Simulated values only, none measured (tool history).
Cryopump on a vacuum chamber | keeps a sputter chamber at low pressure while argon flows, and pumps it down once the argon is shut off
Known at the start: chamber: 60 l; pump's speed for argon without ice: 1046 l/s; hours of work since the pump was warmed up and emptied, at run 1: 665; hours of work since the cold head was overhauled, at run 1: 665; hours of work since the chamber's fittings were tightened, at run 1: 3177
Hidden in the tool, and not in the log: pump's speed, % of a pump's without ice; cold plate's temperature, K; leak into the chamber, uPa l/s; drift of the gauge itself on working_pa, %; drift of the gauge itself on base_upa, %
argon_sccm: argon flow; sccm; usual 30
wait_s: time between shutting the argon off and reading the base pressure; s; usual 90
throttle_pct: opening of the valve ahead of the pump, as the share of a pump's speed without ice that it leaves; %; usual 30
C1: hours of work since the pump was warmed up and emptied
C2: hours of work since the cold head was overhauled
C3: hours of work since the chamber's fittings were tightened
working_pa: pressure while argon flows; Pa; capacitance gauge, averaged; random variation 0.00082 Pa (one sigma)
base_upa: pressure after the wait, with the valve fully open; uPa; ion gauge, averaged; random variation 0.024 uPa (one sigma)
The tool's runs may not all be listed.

{"run": 1, "hour": 0.0, "argon_sccm": 30, "wait_s": 90, "throttle_pct": 30, "C1": 665, "C2": 665, "C3": 3177, "working_pa": 0.1743, "base_upa": 2.21}
{"run": 2, "hour": 40.2, "argon_sccm": 30, "wait_s": 90, "throttle_pct": 22, "C1": 687, "C2": 687, "C3": 3199, "working_pa": 0.2348, "base_upa": 2.15}
{"run": 3, "hour": 61.7, "argon_sccm": 30, "wait_s": 90, "throttle_pct": 22, "C1": 699, "C2": 699, "C3": 3210, "working_pa": 0.2338, "base_upa": 2.17}
{"run": 4, "hour": 90.1, "argon_sccm": 30, "wait_s": 90, "throttle_pct": 22, "C1": 714, "C2": 714, "C3": 3226, "working_pa": 0.2325, "base_upa": 2.17}
{"run": 5, "hour": 129.0, "argon_sccm": 30, "wait_s": 90, "throttle_pct": 22, "C1": 735, "C2": 735, "C3": 3246, "working_pa": 0.2353, "base_upa": 2.17}
{"run": 6, "hour": 168.2, "argon_sccm": 30, "wait_s": 90, "throttle_pct": 22, "C1": 756, "C2": 756, "C3": 3267, "working_pa": 0.236, "base_upa": 2.18}
{"run": 7, "hour": 201.1, "argon_sccm": 45, "wait_s": 90, "throttle_pct": 30, "C1": 773, "C2": 773, "C3": 3285, "working_pa": 0.2666, "base_upa": 2.23}
{"run": 8, "hour": 225.4, "argon_sccm": 30, "wait_s": 240, "throttle_pct": 30, "C1": 787, "C2": 787, "C3": 3298, "working_pa": 0.1774, "base_upa": 1.84}
{"run": 9, "hour": 249.5, "argon_sccm": 30, "wait_s": 240, "throttle_pct": 30, "C1": 799, "C2": 799, "C3": 3311, "working_pa": 0.1762, "base_upa": 1.87}
{"run": 10, "hour": 277.4, "argon_sccm": 30, "wait_s": 90, "throttle_pct": 30, "C1": 814, "C2": 814, "C3": 3326, "working_pa": 0.1776, "base_upa": 2.29}
{"run": 11, "hour": 303.7, "argon_sccm": 30, "wait_s": 174, "throttle_pct": 30, "C1": 829, "C2": 829, "C3": 3340, "working_pa": 0.1787, "base_upa": 2.0}
{"run": 12, "hour": 333.1, "argon_sccm": 30, "wait_s": 90, "throttle_pct": 22, "C1": 844, "C2": 844, "C3": 3356, "working_pa": 0.2378, "base_upa": 2.34}
{"run": 13, "hour": 352.5, "argon_sccm": 30, "wait_s": 90, "throttle_pct": 22, "C1": 855, "C2": 855, "C3": 3366, "working_pa": 0.2387, "base_upa": 2.3}
{"run": 14, "hour": 388.0, "argon_sccm": 30, "wait_s": 90, "throttle_pct": 22, "C1": 874, "C2": 874, "C3": 3385, "working_pa": 0.2375, "base_upa": 2.37}
{"run": 15, "hour": 417.9, "argon_sccm": 30, "wait_s": 90, "throttle_pct": 22, "C1": 890, "C2": 890, "C3": 3402, "working_pa": 0.2395, "base_upa": 2.36}
{"run": 16, "hour": 453.0, "argon_sccm": 30, "wait_s": 90, "throttle_pct": 22, "C1": 909, "C2": 909, "C3": 3420, "working_pa": 0.2397, "base_upa": 2.38}
{"run": 17, "hour": 478.0, "argon_sccm": 30, "wait_s": 90, "throttle_pct": 22, "C1": 922, "C2": 922, "C3": 3434, "working_pa": 0.2409, "base_upa": 2.37}
{"run": 18, "hour": 500.4, "argon_sccm": 30, "wait_s": 90, "throttle_pct": 22, "C1": 934, "C2": 934, "C3": 3446, "working_pa": 0.2399, "base_upa": 2.41}
{"run": 19, "hour": 536.2, "argon_sccm": 29, "wait_s": 51, "throttle_pct": 24, "C1": 953, "C2": 953, "C3": 3465, "working_pa": 0.2155, "base_upa": 2.92}
{"run": 20, "hour": 565.9, "argon_sccm": 29, "wait_s": 51, "throttle_pct": 24, "C1": 969, "C2": 969, "C3": 3481, "working_pa": 0.2141, "base_upa": 2.88}
{"run": 21, "hour": 590.9, "argon_sccm": 17, "wait_s": 85, "throttle_pct": 24, "C1": 983, "C2": 983, "C3": 3494, "working_pa": 0.1251, "base_upa": 2.53}
{"run": 22, "hour": 616.2, "argon_sccm": 17, "wait_s": 85, "throttle_pct": 24, "C1": 996, "C2": 996, "C3": 3508, "working_pa": 0.1268, "base_upa": 2.52}
{"run": 23, "hour": 649.9, "argon_sccm": 17, "wait_s": 85, "throttle_pct": 24, "C1": 1015, "C2": 1015, "C3": 3526, "working_pa": 0.1274, "base_upa": 2.53}
{"run": 24, "hour": 668.2, "argon_sccm": 48, "wait_s": 104, "throttle_pct": 43, "C1": 1024, "C2": 1024, "C3": 3536, "working_pa": 0.2176, "base_upa": 2.46}
{"run": 25, "hour": 696.2, "argon_sccm": 25, "wait_s": 86, "throttle_pct": 26, "C1": 1039, "C2": 1039, "C3": 3551, "working_pa": 0.1748, "base_upa": 2.5}
{"run": 26, "hour": 722.1, "argon_sccm": 27, "wait_s": 34, "throttle_pct": 34, "C1": 1053, "C2": 1053, "C3": 3565, "working_pa": 0.1498, "base_upa": 3.55}
{"run": 27, "hour": 760.5, "argon_sccm": 56, "wait_s": 20, "throttle_pct": 30, "C1": 1074, "C2": 1074, "C3": 3586, "working_pa": 0.3448, "base_upa": 4.56}
{"run": 28, "hour": 781.5, "argon_sccm": 56, "wait_s": 20, "throttle_pct": 30, "C1": 1085, "C2": 1085, "C3": 3597, "working_pa": 0.3472, "base_upa": 4.72}
{"hour": 793.7, "done": "leaking fittings of the chamber tightened, without venting"}
{"run": 29, "hour": 821.8, "argon_sccm": 24, "wait_s": 20, "throttle_pct": 16, "C1": 1106, "C2": 1106, "C3": 15, "working_pa": 0.2617, "base_upa": 3.2}
{"run": 30, "hour": 854.8, "argon_sccm": 17, "wait_s": 20, "throttle_pct": 56, "C1": 1123, "C2": 1123, "C3": 33, "working_pa": 0.0631, "base_upa": 3.17}
{"hour": 885.3, "done": "pump warmed up, emptied and cooled again"}
{"run": 31, "hour": 885.3, "argon_sccm": 23, "wait_s": 90, "throttle_pct": 30, "C1": 0, "C2": 1137, "C3": 46, "working_pa": 0.125, "base_upa": 0.9}
{"run": 32, "hour": 917.6, "argon_sccm": 24, "wait_s": 75, "throttle_pct": 18, "C1": 17, "C2": 1155, "C3": 64, "working_pa": 0.2159, "base_upa": 1.02}
{"run": 33, "hour": 942.2, "argon_sccm": 24, "wait_s": 75, "throttle_pct": 18, "C1": 31, "C2": 1168, "C3": 77, "working_pa": 0.2176, "base_upa": 1.07}
{"run": 34, "hour": 963.4, "argon_sccm": 55, "wait_s": 242, "throttle_pct": 24, "C1": 42, "C2": 1179, "C3": 88, "working_pa": 0.3725, "base_upa": 0.6}

Hidden state or all else? Some run-to-run changes of working_pa, split into what the settings, what came in and random variation would give without the hidden state, and what is left for the hidden state (with any gauge scatter that isn't in both results):
Run 23 -> 24: argon_sccm 17 -> 48, wait_s 85 -> 104, throttle_pct 24 -> 43. working_pa +0.0902 Pa: hidden state +0.0233, all else +0.0669.
Run 26 -> 27: argon_sccm 27 -> 56, wait_s 34 -> 20, throttle_pct 34 -> 30. working_pa +0.1950 Pa: hidden state +0.0234, all else +0.1716.
Run 28 -> 29: argon_sccm 56 -> 24, throttle_pct 30 -> 16, leaking fittings of the chamber tightened, without venting. working_pa -0.0855 Pa: hidden state -0.0253, all else -0.0602.
Run 29 -> 30: argon_sccm 24 -> 17, throttle_pct 16 -> 56. working_pa -0.1986 Pa: hidden state -0.0054, all else -0.1932.
Run 33 -> 34: argon_sccm 24 -> 55, wait_s 75 -> 242, throttle_pct 18 -> 24. working_pa +0.1549 Pa: hidden state +0.0017, all else +0.1532.
